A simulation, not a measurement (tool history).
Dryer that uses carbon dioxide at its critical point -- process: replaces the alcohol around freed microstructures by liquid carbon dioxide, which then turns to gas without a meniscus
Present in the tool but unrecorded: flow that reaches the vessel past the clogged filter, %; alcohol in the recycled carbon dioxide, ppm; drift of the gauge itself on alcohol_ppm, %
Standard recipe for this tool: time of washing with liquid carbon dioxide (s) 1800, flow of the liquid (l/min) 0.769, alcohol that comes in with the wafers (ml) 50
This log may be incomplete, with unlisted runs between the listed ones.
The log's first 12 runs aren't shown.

run,hour,time of washing with liquid carbon dioxide (s),flow of the liquid (l/min),alcohol that comes in with the wafers (ml),hours of work since the filter was changed,hours of work since the purifier's bed was changed,alcohol left in the vessel before it's heated (ppm by volume)
13,85.3,1800,0.769,50,317,93,121
14,92.3,1800,0.689,50,321,97,166
15,100.7,1800,0.689,50,325,102,173
16,105.1,1800,0.689,50,328,105,181
# hour 106.7: inlet filter changed
17,112.6,1800,0.689,50,3,108,156
18,118.4,2160,0.689,86,7,112,115
19,123.8,2160,0.689,86,10,115,114
20,132.4,1800,1.22,68,14,119,38
21,137.4,2100,0.769,50,17,122,57
22,146.5,1800,0.769,49,22,127,109
23,153.6,1200,0.577,56,26,131,1134
24,159.3,1800,0.6,104,30,135,512
25,167.4,1680,0.805,21,34,139,58
26,174.7,1260,0.496,56,38,143,1444
27,180.9,2040,1.223,62,42,147,31
28,188.8,2220,1.223,61,46,151,23
29,193.4,2220,1.223,25,49,154,36
30,200.3,1620,0.887,80,53,158,135
31,204.8,1620,0.887,80,55,160,119
32,214.1,1620,0.648,80,60,165,463

Each row is a separate what-if for the run after 32, all from the same tool condition, not one after another. Results?
A,218.6,1620,0.699,80,63,168,?
B,218.6,1620,0.524,119,63,168,?
C,218.6,1800,0.465,50,63,168,?
D,218.6,1560,0.583,33,63,168,?
E,218.6,1800,0.653,80,63,168,?

run,alcohol left in the vessel before it's heated (ppm by volume)
A,353
B,1333
C,642
D,339
E,288
Had the tool no hidden state, the same runs would have come out as:
run,alcohol left in the vessel before it's heated (ppm by volume)
A,301
B,1234
C,579
D,292
E,239
